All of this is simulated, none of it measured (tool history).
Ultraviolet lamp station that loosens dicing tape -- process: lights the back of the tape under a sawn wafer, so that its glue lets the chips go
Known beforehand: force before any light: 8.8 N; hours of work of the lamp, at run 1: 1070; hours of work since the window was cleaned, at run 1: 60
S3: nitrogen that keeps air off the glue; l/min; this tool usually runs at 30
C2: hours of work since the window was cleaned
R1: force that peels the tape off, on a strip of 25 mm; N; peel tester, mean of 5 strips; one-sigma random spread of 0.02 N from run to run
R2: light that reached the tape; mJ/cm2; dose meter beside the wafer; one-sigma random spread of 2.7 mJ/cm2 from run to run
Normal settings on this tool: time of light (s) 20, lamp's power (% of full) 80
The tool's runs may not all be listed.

run 1 hour=0 | time_of_light_(s)=20 lamp's_power_(%_of_full)=80 S3=30 | hours_of_work_of_the_lamp=1070 C2=60 | R1=2.507 R2=216
run 2 hour=78.2 | time_of_light_(s)=20 lamp's_power_(%_of_full)=80 S3=11 | hours_of_work_of_the_lamp=1107 C2=97 | R1=3.467 R2=202
-- hour=109.4 lamp changed
run 3 hour=129.7 | time_of_light_(s)=20 lamp's_power_(%_of_full)=93 S3=30 | hours_of_work_of_the_lamp=10 C2=120 | R1=0.825 R2=390
run 4 hour=210.5 | time_of_light_(s)=20 lamp's_power_(%_of_full)=93 S3=30 | hours_of_work_of_the_lamp=47 C2=158 | R1=0.959 R2=376
run 5 hour=302.2 | time_of_light_(s)=20 lamp's_power_(%_of_full)=93 S3=30 | hours_of_work_of_the_lamp=90 C2=201 | R1=1.031 R2=360
-- hour=311.3 window cleaned of glue's vapour
run 6 hour=385.8 | time_of_light_(s)=20 lamp's_power_(%_of_full)=93 S3=30 | hours_of_work_of_the_lamp=129 C2=35 | R1=1.301 R2=308
run 7 hour=465.9 | time_of_light_(s)=20 lamp's_power_(%_of_full)=93 S3=30 | hours_of_work_of_the_lamp=166 C2=72 | R1=1.434 R2=297
run 8 hour=556.5 | time_of_light_(s)=20 lamp's_power_(%_of_full)=60 S3=30 | hours_of_work_of_the_lamp=209 C2=115 | R1=2.798 R2=184
run 9 hour=624.6 | time_of_light_(s)=12 lamp's_power_(%_of_full)=60 S3=30 | hours_of_work_of_the_lamp=241 C2=146 | R1=4.568 R2=106
run 10 hour=682.4 | time_of_light_(s)=20 lamp's_power_(%_of_full)=80 S3=30 | hours_of_work_of_the_lamp=268 C2=174 | R1=2.12 R2=229
run 11 hour=739.8 | time_of_light_(s)=20 lamp's_power_(%_of_full)=80 S3=30 | hours_of_work_of_the_lamp=295 C2=200 | R1=2.295 R2=216
-- hour=749.1 window cleaned of glue's vapour
run 12 hour=812.9 | time_of_light_(s)=20 lamp's_power_(%_of_full)=80 S3=30 | hours_of_work_of_the_lamp=328 C2=30 | R1=1.279 R2=316
-- hour=888 window cleaned of glue's vapour, once more
run 13 hour=888 | time_of_light_(s)=20 lamp's_power_(%_of_full)=80 S3=30 | hours_of_work_of_the_lamp=363 C2=0 | R1=1.25 R2=316
run 14 hour=941.5 | time_of_light_(s)=20 lamp's_power_(%_of_full)=80 S3=30 | hours_of_work_of_the_lamp=388 C2=25 | R1=1.381 R2=310
run 15 hour=1015.8 | time_of_light_(s)=20 lamp's_power_(%_of_full)=80 S3=30 | hours_of_work_of_the_lamp=423 C2=60 | R1=1.419 R2=300
run 16 hour=1073.5 | time_of_light_(s)=20 lamp's_power_(%_of_full)=80 S3=19 | hours_of_work_of_the_lamp=450 C2=87 | R1=1.864 R2=294
run 17 hour=1132.9 | time_of_light_(s)=20 lamp's_power_(%_of_full)=80 S3=30 | hours_of_work_of_the_lamp=478 C2=115 | R1=1.579 R2=287
run 18 hour=1174 | time_of_light_(s)=20 lamp's_power_(%_of_full)=80 S3=30 | hours_of_work_of_the_lamp=497 C2=134 | R1=1.681 R2=273
run 19 hour=1237.8 | time_of_light_(s)=11 lamp's_power_(%_of_full)=80 S3=30 | hours_of_work_of_the_lamp=527 C2=164 | R1=3.499 R2=149
run 20 hour=1282.2 | time_of_light_(s)=20 lamp's_power_(%_of_full)=89 S3=30 | hours_of_work_of_the_lamp=548 C2=184 | R1=1.553 R2=292
-- hour=1324.6 window cleaned of glue's vapour
run 21 hour=1365.4 | time_of_light_(s)=20 lamp's_power_(%_of_full)=89 S3=30 | hours_of_work_of_the_lamp=586 C2=19 | R1=1.255 R2=321
run 22 hour=1419.4 | time_of_light_(s)=17 lamp's_power_(%_of_full)=89 S3=28 | hours_of_work_of_the_lamp=612 C2=44 | R1=1.78 R2=265
run 23 hour=1506.3 | time_of_light_(s)=20 lamp's_power_(%_of_full)=86 S3=29 | hours_of_work_of_the_lamp=652 C2=85 | R1=1.545 R2=289
run 24 hour=1601.5 | time_of_light_(s)=20 lamp's_power_(%_of_full)=86 S3=29 | hours_of_work_of_the_lamp=697 C2=129 | R1=1.653 R2=275
run 25 hour=1678.7 | time_of_light_(s)=25 lamp's_power_(%_of_full)=86 S3=29 | hours_of_work_of_the_lamp=733 C2=166 | R1=1.233 R2=324
run 26 hour=1751.8 | time_of_light_(s)=25 lamp's_power_(%_of_full)=86 S3=29 | hours_of_work_of_the_lamp=767 C2=200 | R1=1.371 R2=315
-- hour=1761.1 window cleaned of glue's vapour
run 27 hour=1803.5 | time_of_light_(s)=14 lamp's_power_(%_of_full)=84 S3=40 | hours_of_work_of_the_lamp=791 C2=20 | R1=2.504 R2=191
run 28 hour=1868.7 | time_of_light_(s)=14 lamp's_power_(%_of_full)=84 S3=40 | hours_of_work_of_the_lamp=821 C2=50 | R1=2.762 R2=185
run 29 hour=1950.7 | time_of_light_(s)=14 lamp's_power_(%_of_full)=84 S3=40 | hours_of_work_of_the_lamp=860 C2=89 | R1=2.79 R2=171
run 30 hour=2023.7 | time_of_light_(s)=26 lamp's_power_(%_of_full)=84 S3=47 | hours_of_work_of_the_lamp=894 C2=123 | R1=1.133 R2=312
run 31 hour=2087.7 | time_of_light_(s)=26 lamp's_power_(%_of_full)=84 S3=47 | hours_of_work_of_the_lamp=924 C2=153 | R1=1.226 R2=301
run 32 hour=2168.2 | time_of_light_(s)=16 lamp's_power_(%_of_full)=68 S3=11 | hours_of_work_of_the_lamp=961 C2=190 | R1=4.739 R2=140
-- hour=2201.8 window cleaned of glue's vapour
run 33 hour=2249.1 | time_of_light_(s)=12 lamp's_power_(%_of_full)=60 S3=45 | hours_of_work_of_the_lamp=999 C2=22 | R1=4.269 R2=102
run 34 hour=2319 | time_of_light_(s)=28 lamp's_power_(%_of_full)=93 S3=45 | hours_of_work_of_the_lamp=1032 C2=55 | R1=0.795 R2=364
run 35 hour=2394.1 | time_of_light_(s)=17 lamp's_power_(%_of_full)=96 S3=45 | hours_of_work_of_the_lamp=1067 C2=90 | R1=2.027 R2=216
run 36 hour=2476.4 | time_of_light_(s)=23 lamp's_power_(%_of_full)=60 S3=30 | hours_of_work_of_the_lamp=1105 C2=128 | R1=2.933 R2=177
-- hour=2514.6 lamp changed
run 37 hour=2558.4 | time_of_light_(s)=16 lamp's_power_(%_of_full)=80 S3=29 | hours_of_work_of_the_lamp=20 C2=166 | R1=1.743 R2=263

Consider 3 possible next runs. They are alternatives, not a sequence: every one starts from the tool as it was left by run 37. What does each give?
run A hour=2602.4 | time_of_light_(s)=16 lamp's_power_(%_of_full)=80 S3=15 | hours_of_work_of_the_lamp=41 C2=187 | R1=? R2=?
run B hour=2602.4 | time_of_light_(s)=20 lamp's_power_(%_of_full)=80 S3=13 | hours_of_work_of_the_lamp=41 C2=187 | R1=? R2=?
run C hour=2602.4 | time_of_light_(s)=24 lamp's_power_(%_of_full)=91 S3=30 | hours_of_work_of_the_lamp=41 C2=187 | R1=? R2=?

run=A R1=2.438 R2=255
run=B R1=1.833 R2=321
run=C R1=0.664 R2=438
With no hidden state in the tool, these same runs would have given:
run=A R1=1.996 R2=296
run=B R1=1.448 R2=372
run=C R1=0.478 R2=507
